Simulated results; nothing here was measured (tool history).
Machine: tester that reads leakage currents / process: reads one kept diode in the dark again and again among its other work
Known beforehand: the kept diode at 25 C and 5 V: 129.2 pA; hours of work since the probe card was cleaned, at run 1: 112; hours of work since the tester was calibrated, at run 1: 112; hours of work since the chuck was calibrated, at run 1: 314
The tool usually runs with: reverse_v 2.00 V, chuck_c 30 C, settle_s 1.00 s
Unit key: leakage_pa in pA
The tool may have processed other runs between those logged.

| run | hour | reverse_v | chuck_c | settle_s | hours of work since the probe card was cleaned | hours of work since the tester was calibrated | hours of work since the chuck was calibrated | leakage_pa |
|---|---|---|---|---|---|---|---|---|
| 1 | 0.0 | 2.00 | 30 | 1.00 | 112 | 112 | 314 | 147.39 |
| 2 | 128.5 | 2.00 | 30 | 1.00 | 212 | 212 | 414 | 148.71 |
| 3 | 193.5 | 2.00 | 30 | 0.81 | 262 | 262 | 464 | 149.77 |
| 4 | 282.9 | 2.00 | 30 | 1.00 | 332 | 332 | 533 | 151.29 |
| 5 | 383.1 | 2.00 | 30 | 1.00 | 409 | 409 | 611 | 152.07 |
| 6 | 514.3 | 2.00 | 41 | 1.00 | 511 | 511 | 713 | 367.16 |
| 7 | 579.5 | 2.00 | 41 | 1.00 | 561 | 561 | 763 | 370.66 |
| 8 | 699.0 | 2.00 | 30 | 1.00 | 654 | 654 | 856 | 155.03 |
| 9 | 803.2 | 2.00 | 30 | 1.00 | 735 | 735 | 936 | 156.54 |
| 10 | 925.1 | 2.00 | 30 | 1.00 | 829 | 829 | 1031 | 158.52 |
| 11 | 1013.6 | 7.87 | 30 | 1.00 | 898 | 898 | 1099 | 260.93 |
| 12 | 1134.4 | 7.87 | 30 | 1.00 | 991 | 991 | 1193 | 262.93 |
| 13 | 1242.4 | 7.87 | 30 | 1.00 | 1075 | 1075 | 1277 | 264.62 |
| 14 | 1351.1 | 7.87 | 28 | 1.00 | 1159 | 1159 | 1361 | 227.18 |
| 15 | 1485.9 | 2.00 | 30 | 1.00 | 1264 | 1264 | 1465 | 165.18 |
| 16 | 1559.4 | 2.00 | 30 | 1.00 | 1321 | 1321 | 1522 | 166.32 |
| 17 | 1646.3 | 2.00 | 30 | 1.00 | 1388 | 1388 | 1590 | 166.79 |
| 18 | 1779.6 | 2.00 | 30 | 1.00 | 1491 | 1491 | 1693 | 168.88 |
| 19 | 1896.8 | 2.00 | 30 | 1.00 | 1582 | 1582 | 1784 | 168.97 |
| 20 | 2042.2 | 2.00 | 30 | 1.00 | 1695 | 1695 | 1897 | 172.31 |
| 21 | 2133.4 | 2.00 | 27 | 0.67 | 1766 | 1766 | 1967 | 135.95 |
| 22 | 2227.3 | 9.68 | 20 | 1.99 | 1838 | 1838 | 2040 | 138.96 |
| 23 | 2326.4 | 13.07 | 58 | 8.36 | 1915 | 1915 | 2117 | 2755.33 |
| 24 | 2430.6 | 13.07 | 58 | 8.36 | 1996 | 1996 | 2197 | 2772.86 |
| 25 | 2556.5 | 11.31 | 34 | 0.54 | 2093 | 2093 | 2295 | 460.32 |
| 26 | 2645.8 | 11.31 | 34 | 0.54 | 2163 | 2163 | 2364 | 463.87 |
|  | 2756.2 | chuck's temperature calibrated |
| 27 | 2797.2 | 1.51 | 30 | 0.66 | 2278 | 2278 | 32 | 133.61 |
| 28 | 2946.2 | 2.58 | 21 | 6.50 | 2394 | 2394 | 147 | 77.37 |
| 29 | 3055.7 | 2.58 | 58 | 0.45 | 2479 | 2479 | 232 | 1359.40 |
| 30 | 3138.7 | 2.58 | 29 | 0.39 | 2543 | 2543 | 296 | 153.70 |
|  | 3250.5 | tester calibrated |
|  | 3275.4 | probe card cleaned and baked |
| 31 | 3297.0 | 4.33 | 30 | 1.00 | 17 | 34 | 415 | 193.26 |
| 32 | 3440.0 | 4.33 | 30 | 1.00 | 128 | 145 | 526 | 196.25 |
| 33 | 3521.1 | 4.33 | 30 | 1.00 | 190 | 207 | 589 | 197.49 |
| 34 | 3624.3 | 4.33 | 54 | 2.65 | 270 | 287 | 669 | 1244.75 |
| 35 | 3734.1 | 4.33 | 54 | 2.65 | 355 | 372 | 754 | 1257.85 |
| 36 | 3818.4 | 4.33 | 54 | 2.65 | 421 | 438 | 819 | 1255.86 |
| 37 | 3940.6 | 1.03 | 37 | 0.36 | 516 | 533 | 914 | 214.98 |
| 38 | 4055.9 | 1.03 | 24 | 3.40 | 605 | 622 | 1003 | 74.87 |
| 39 | 4161.3 | 1.27 | 24 | 0.48 | 687 | 703 | 1085 | 81.14 |

Alternative continuations, all from the tool just after run 39; predict every row:
| A | 4260.2 | 5.24 | 24 | 0.48 | 763 | 780 | 1162 | ? |
| B | 4260.2 | 1.27 | 45 | 1.23 | 763 | 780 | 1162 | ? |
| C | 4260.2 | 1.27 | 24 | 5.31 | 763 | 780 | 1162 | ? |

| run | leakage_pa |
|---|---|
| A | 136.20 |
| B | 436.68 |
| C | 81.31 |
Without the tool's hidden state the same runs would have given:
| run | leakage_pa |
|---|---|
| A | 121.00 |
| B | 398.18 |
| C | 72.87 |
